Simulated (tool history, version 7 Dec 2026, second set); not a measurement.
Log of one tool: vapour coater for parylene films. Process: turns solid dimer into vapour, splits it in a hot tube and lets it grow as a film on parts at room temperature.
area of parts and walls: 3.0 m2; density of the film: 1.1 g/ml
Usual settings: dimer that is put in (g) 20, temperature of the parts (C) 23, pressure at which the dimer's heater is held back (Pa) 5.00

run,day,dimer that is put in (g),temperature of the parts (C),pressure at which the dimer's heater is held back (Pa),thickness of the film (nm)
1,0.000,20,23,5.00,3030
2,2.046,20,23,5.00,3020
3,4.112,20,23,5.00,3030
4,6.525,34,23,5.00,5040
5,8.029,20,23,5.00,2940
6,10.042,20,23,5.00,2940
7,12.296,20,23,5.00,2900
8,14.212,20,23,5.00,2910
9,15.908,20,23,5.00,2880
10,17.183,20,23,5.00,2840
# day 17.429: table's thermometer calibrated
11,18.504,20,23,5.00,2890
12,20.333,20,23,3.81,3040
13,21.346,20,23,2.76,3200
14,22.742,17,23,2.76,2680
15,24.392,17,23,2.76,2660
16,25.388,10,23,5.74,1380
17,26.379,11,33,5.74,1110
# day 27.258: table's thermometer calibrated, once more
18,27.708,10,23,6.32,1290
19,29.367,11,23,3.00,1660
20,31.538,11,32,3.00,1230
21,32.975,20,16,2.97,3680
# day 33.696: trap's valve overhauled
22,35.346,25,33,2.97,3110
23,37.450,25,33,2.97,3070
24,38.817,25,33,2.94,3050
25,40.012,24,26,2.14,3840
26,41.996,20,23,8.27,2740
27,43.729,17,20,5.00,2780
28,44.712,11,19,5.00,1870
29,47.138,22,29,5.00,2710

Forecast each of these 5 alternatives for the next run:
A,48.925,9,23,5.00,?
B,48.925,32,23,5.81,?
C,48.925,20,31,10.04,?
D,48.925,13,28,5.00,?
E,48.925,24,34,4.46,?

run,thickness of the film (nm)
A,1350
B,4600
C,2040
D,1650
E,2590
Without the tool's hidden state the same runs would have given:
run,thickness of the film (nm)
A,1410
B,4820
C,2140
D,1730
E,2710
